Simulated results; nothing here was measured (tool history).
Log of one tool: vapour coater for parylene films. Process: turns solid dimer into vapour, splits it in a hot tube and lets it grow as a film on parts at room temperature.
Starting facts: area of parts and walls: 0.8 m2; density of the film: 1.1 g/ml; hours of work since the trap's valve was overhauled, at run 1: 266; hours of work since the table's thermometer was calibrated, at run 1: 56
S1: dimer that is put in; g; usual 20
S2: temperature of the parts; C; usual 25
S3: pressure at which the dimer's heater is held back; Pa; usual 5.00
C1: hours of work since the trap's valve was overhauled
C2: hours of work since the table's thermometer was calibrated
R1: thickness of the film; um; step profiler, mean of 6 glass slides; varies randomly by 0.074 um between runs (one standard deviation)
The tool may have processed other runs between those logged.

run 1 hour=0.0 | S1=20 S2=25 S3=5.00 | C1=266 C2=56 | R1=15.66
run 2 hour=36.2 | S1=20 S2=25 S3=5.00 | C1=281 C2=71 | R1=15.60
run 3 hour=62.6 | S1=20 S2=25 S3=5.00 | C1=292 C2=82 | R1=15.65
run 4 hour=84.5 | S1=10 S2=25 S3=5.00 | C1=300 C2=90 | R1=7.82
run 5 hour=125.9 | S1=10 S2=25 S3=4.51 | C1=317 C2=107 | R1=7.87
-- hour=133.8 trap's valve overhauled
run 6 hour=147.3 | S1=10 S2=25 S3=4.51 | C1=5 C2=114 | R1=7.95
run 7 hour=184.6 | S1=10 S2=25 S3=4.51 | C1=21 C2=129 | R1=8.04
run 8 hour=210.8 | S1=10 S2=25 S3=4.51 | C1=31 C2=140 | R1=7.97
run 9 hour=228.4 | S1=20 S2=25 S3=5.00 | C1=38 C2=147 | R1=15.70
run 10 hour=256.1 | S1=17 S2=25 S3=2.60 | C1=50 C2=158 | R1=15.12
run 11 hour=298.7 | S1=17 S2=25 S3=6.26 | C1=67 C2=176 | R1=12.72
run 12 hour=324.5 | S1=20 S2=23 S3=5.00 | C1=77 C2=186 | R1=16.51
run 13 hour=353.4 | S1=20 S2=22 S3=7.93 | C1=89 C2=198 | R1=15.61
run 14 hour=393.5 | S1=20 S2=22 S3=7.93 | C1=105 C2=214 | R1=15.66
run 15 hour=413.9 | S1=20 S2=22 S3=7.93 | C1=114 C2=222 | R1=15.66
run 16 hour=448.5 | S1=20 S2=35 S3=5.00 | C1=128 C2=236 | R1=12.20
run 17 hour=471.4 | S1=20 S2=29 S3=10.04 | C1=137 C2=246 | R1=12.62

Describe how what the log doesn't record of the tool's condition differs between the last listed run preceding each entry between runs and the first listed run following it.
After run 5, before run 6: trap's valve overhauled (hour 133.8)
  vapour lost through the trap's worn valve, %: 0.1 -> 0; drift of the gauge itself on film_um, %: 0.43 -> 0.49
  what was measured, less what the result would be without the hidden state, R1: +0.03 -> +0.04 um

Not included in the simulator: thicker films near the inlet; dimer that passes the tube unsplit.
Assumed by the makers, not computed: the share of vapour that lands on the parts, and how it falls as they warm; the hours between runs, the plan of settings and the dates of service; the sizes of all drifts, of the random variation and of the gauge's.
